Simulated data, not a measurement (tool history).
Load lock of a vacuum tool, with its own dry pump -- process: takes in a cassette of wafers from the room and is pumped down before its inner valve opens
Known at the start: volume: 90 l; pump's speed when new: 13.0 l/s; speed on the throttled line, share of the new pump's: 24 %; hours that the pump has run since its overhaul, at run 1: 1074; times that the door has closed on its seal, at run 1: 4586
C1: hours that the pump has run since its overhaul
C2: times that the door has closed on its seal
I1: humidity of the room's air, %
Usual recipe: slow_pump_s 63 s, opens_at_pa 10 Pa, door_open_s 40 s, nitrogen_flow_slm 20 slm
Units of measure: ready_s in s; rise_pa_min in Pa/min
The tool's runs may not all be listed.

run 1 hour=0 | slow_pump_s=63 opens_at_pa=10 door_open_s=40 nitrogen_flow_slm=20 | C1=1074 C2=4586 | I1=45.2 | ready_s=113 rise_pa_min=0.06
run 2 hour=375 | slow_pump_s=63 opens_at_pa=10 door_open_s=43 nitrogen_flow_slm=20 | C1=1448 C2=5599 | I1=45 | ready_s=114.1 rise_pa_min=0.066
run 3 hour=601 | slow_pump_s=63 opens_at_pa=10 door_open_s=43 nitrogen_flow_slm=20 | C1=1674 C2=6210 | I1=42 | ready_s=114.9 rise_pa_min=0.066
run 4 hour=875.2 | slow_pump_s=63 opens_at_pa=10 door_open_s=43 nitrogen_flow_slm=20 | C1=1949 C2=6951 | I1=42.9 | ready_s=113.8 rise_pa_min=0.074
run 5 hour=1109.2 | slow_pump_s=63 opens_at_pa=10 door_open_s=43 nitrogen_flow_slm=20 | C1=2183 C2=7583 | I1=43 | ready_s=114.7 rise_pa_min=0.08
run 6 hour=1429 | slow_pump_s=63 opens_at_pa=14 door_open_s=40 nitrogen_flow_slm=20 | C1=2503 C2=8447 | I1=42.9 | ready_s=112.9 rise_pa_min=0.092
run 7 hour=1724.3 | slow_pump_s=63 opens_at_pa=10 door_open_s=40 nitrogen_flow_slm=20 | C1=2798 C2=9244 | I1=44.6 | ready_s=115.8 rise_pa_min=0.104
run 8 hour=2181.3 | slow_pump_s=63 opens_at_pa=10 door_open_s=40 nitrogen_flow_slm=20 | C1=3255 C2=10479 | I1=43.9 | ready_s=115.7 rise_pa_min=0.109
run 9 hour=2592 | slow_pump_s=63 opens_at_pa=10 door_open_s=40 nitrogen_flow_slm=20 | C1=3666 C2=11588 | I1=41.9 | ready_s=118.6 rise_pa_min=0.129
run 10 hour=2978.8 | slow_pump_s=63 opens_at_pa=10 door_open_s=40 nitrogen_flow_slm=20 | C1=4052 C2=12633 | I1=44.7 | ready_s=118.4 rise_pa_min=0.144
run 11 hour=3462.9 | slow_pump_s=63 opens_at_pa=10 door_open_s=40 nitrogen_flow_slm=20 | C1=4536 C2=13941 | I1=49.8 | ready_s=118.6 rise_pa_min=0.165
run 12 hour=3773.7 | slow_pump_s=63 opens_at_pa=10 door_open_s=40 nitrogen_flow_slm=20 | C1=4847 C2=14780 | I1=46.7 | ready_s=118.8 rise_pa_min=0.176
run 13 hour=4215.1 | slow_pump_s=63 opens_at_pa=10 door_open_s=40 nitrogen_flow_slm=11 | C1=5289 C2=15973 | I1=41.9 | ready_s=119.3 rise_pa_min=0.197
run 14 hour=4532.9 | slow_pump_s=63 opens_at_pa=10 door_open_s=40 nitrogen_flow_slm=11 | C1=5606 C2=16831 | I1=45.2 | ready_s=119.9 rise_pa_min=0.217
run 15 hour=4853.4 | slow_pump_s=63 opens_at_pa=10 door_open_s=40 nitrogen_flow_slm=11 | C1=5927 C2=17697 | I1=48 | ready_s=120.5 rise_pa_min=0.227
run 16 hour=5131.9 | slow_pump_s=63 opens_at_pa=10 door_open_s=195 nitrogen_flow_slm=20 | C1=6205 C2=18449 | I1=51 | ready_s=122.3 rise_pa_min=0.297
run 17 hour=5366.2 | slow_pump_s=63 opens_at_pa=10 door_open_s=94 nitrogen_flow_slm=20 | C1=6440 C2=19082 | I1=46.3 | ready_s=121.6 rise_pa_min=0.274
run 18 hour=5639.9 | slow_pump_s=63 opens_at_pa=10 door_open_s=94 nitrogen_flow_slm=20 | C1=6713 C2=19821 | I1=42 | ready_s=123.1 rise_pa_min=0.281
run 19 hour=6045.1 | slow_pump_s=62 opens_at_pa=10 door_open_s=217 nitrogen_flow_slm=20 | C1=7119 C2=20916 | I1=43.3 | ready_s=120.7 rise_pa_min=0.351

Run 20 comes next. What will it give?
run 20 hour=6514.4 | slow_pump_s=62 opens_at_pa=10 door_open_s=217 nitrogen_flow_slm=20 | C1=7588 C2=22184 | I1=46.1 | ready_s=? rise_pa_min=?

{"run 20": {"ready_s": 122.9, "rise_pa_min": 0.372}}
Take away the tool's hidden state, keep the run-to-run variation as it was, and the same run would have given ready_s 111.6 s, rise_pa_min 0.074 Pa/min.
